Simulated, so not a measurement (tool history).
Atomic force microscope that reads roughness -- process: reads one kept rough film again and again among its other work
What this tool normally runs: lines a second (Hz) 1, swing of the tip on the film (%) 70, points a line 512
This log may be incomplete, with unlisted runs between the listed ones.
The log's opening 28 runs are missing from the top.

run	hour	lines a second (Hz)	swing of the tip on the film (%)	points a line	roughness of the kept film (nm (root mean square))
29	394.5	3.44	58	413	1.195
30	413.4	0.85	60	575	1.271
31	425.1	0.6	71	512	1.257
32	438.8	1.48	70	512	1.199
33	457	1.48	70	512	1.2
# hour 459.1: new tip fitted
34	473.2	1.13	70	705	1.231
35	486.8	1.49	70	512	1.212
36	498.6	3.23	82	563	1.007
37	516.6	3.23	82	563	1.006
38	535.7	1.66	70	567	1.192
39	549.8	1.66	70	567	1.194
40	561.6	1.66	70	567	1.184
41	576.5	1.66	70	567	1.206
42	594.4	0.72	70	512	1.251
# hour 604.3: new tip fitted
43	604.5	0.72	70	512	1.247

Below are 4 alternative next runs, each starting from the tool's condition after run 43. Predict each:
A	612.7	3.57	65	913	?
B	612.7	0.72	70	605	?
C	612.7	1.8	70	512	?
D	612.7	0.74	84	568	?

run	roughness of the kept film (nm (root mean square))
A	1.154
B	1.248
C	1.188
D	1.205
With no hidden state in the tool, these same runs would have given:
run	roughness of the kept film (nm (root mean square))
A	1.155
B	1.249
C	1.189
D	1.206
